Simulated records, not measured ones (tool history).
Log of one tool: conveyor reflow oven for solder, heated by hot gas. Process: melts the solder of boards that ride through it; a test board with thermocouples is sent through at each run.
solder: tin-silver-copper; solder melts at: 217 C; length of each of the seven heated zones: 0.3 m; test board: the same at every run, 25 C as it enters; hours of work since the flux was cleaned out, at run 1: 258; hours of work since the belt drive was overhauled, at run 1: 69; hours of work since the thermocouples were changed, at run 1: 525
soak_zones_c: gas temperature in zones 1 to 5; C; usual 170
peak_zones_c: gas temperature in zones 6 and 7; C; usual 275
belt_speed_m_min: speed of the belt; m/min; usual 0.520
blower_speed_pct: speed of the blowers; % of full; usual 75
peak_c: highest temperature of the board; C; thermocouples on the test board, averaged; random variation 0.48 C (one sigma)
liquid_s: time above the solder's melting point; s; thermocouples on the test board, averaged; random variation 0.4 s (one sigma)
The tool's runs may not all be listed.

run   hour  soak_zones_c  peak_zones_c  belt_speed_m_min  blower_speed_pct  hours of work since the flux was cleaned out  hours of work since the belt drive was overhauled  hours of work since the thermocouples were changed  peak_c  liquid_s
  1    0.0           170           275             0.520                75                                           258                                                 69                                                 525   256.2      53.6
  2   15.4           170           275             0.520                75                                           269                                                 80                                                 536   256.0      54.0
  3   46.9           170           275             0.520                75                                           293                                                104                                                 560   256.1      52.4
  4   72.1           170           275             0.520                75                                           312                                                123                                                 579   255.8      52.9
  5   94.1           170           284             0.520                75                                           329                                                140                                                 596   264.2      57.0
  6  119.5           170           284             0.520                75                                           348                                                159                                                 615   263.5      58.1
  7  137.8           170           284             0.520                75                                           361                                                173                                                 629   264.1      57.3
  8  166.8           170           284             0.520                75                                           383                                                194                                                 650   263.6      57.0
     192.8  -- thermocouples of zones 6 and 7 changed
  9  203.3           170           275             0.520                75                                           409                                                220                                                   8   257.5      53.4
 10  237.1           170           275             0.520                75                                           435                                                246                                                  33   256.7      52.8
 11  255.6           170           275             0.520                75                                           449                                                260                                                  47   256.8      53.2
 12  275.0           170           275             0.520                75                                           463                                                274                                                  62   256.3      53.7
     291.2  -- flux residue cleaned out of gas plates and filters
 13  305.1           170           283             0.520                75                                            10                                                293                                                  81   269.0      59.4
 14  334.6           170           275             0.520                75                                            33                                                315                                                 103   260.6      56.6
 15  353.7           170           275             0.520                75                                            47                                                330                                                 117   260.9      56.1
 16  385.2           175           275             0.615                75                                            71                                                354                                                 141   255.8      45.8
 17  411.3           175           275             0.615                75                                            90                                                373                                                 161   255.6      46.0
 18  440.2           170           279             0.522                77                                           112                                                395                                                 183   264.4      57.4
 19  459.0           181           284             0.522                77                                           126                                                409                                                 197   269.6      63.8
 20  488.9           159           275             0.457                89                                           149                                                432                                                 219   264.2      63.8
 21  509.1           178           275             0.536                62                                           164                                                447                                                 234   256.9      54.8
 22  524.4           170           282             0.518                88                                           176                                                458                                                 246   267.2      60.1
 23  558.2           170           278             0.518                88                                           201                                                484                                                 271   263.3      58.1
 24  582.2           182           285             0.520                75                                           219                                                502                                                 289   269.3      64.0
 25  614.8           182           285             0.520                75                                           244                                                526                                                 314   268.6      64.1
 26  638.2           170           284             0.520                75                                           261                                                544                                                 332   265.6      59.0
 27  658.4           185           276             0.520                75                                           276                                                559                                                 347   261.0      61.2
 28  678.9           184           289             0.578                75                                           292                                                575                                                 362   269.5      57.8

Forecast run 29:
 29  700.4           184           289             0.578                75                                           308                                                591                                                 378       ?         ?

{"run 29": {"peak_c": 268.0, "liquid_s": 58.1}}
Without the tool's hidden state the same run would have given peak_c 272.1 C, liquid_s 58.9 s.

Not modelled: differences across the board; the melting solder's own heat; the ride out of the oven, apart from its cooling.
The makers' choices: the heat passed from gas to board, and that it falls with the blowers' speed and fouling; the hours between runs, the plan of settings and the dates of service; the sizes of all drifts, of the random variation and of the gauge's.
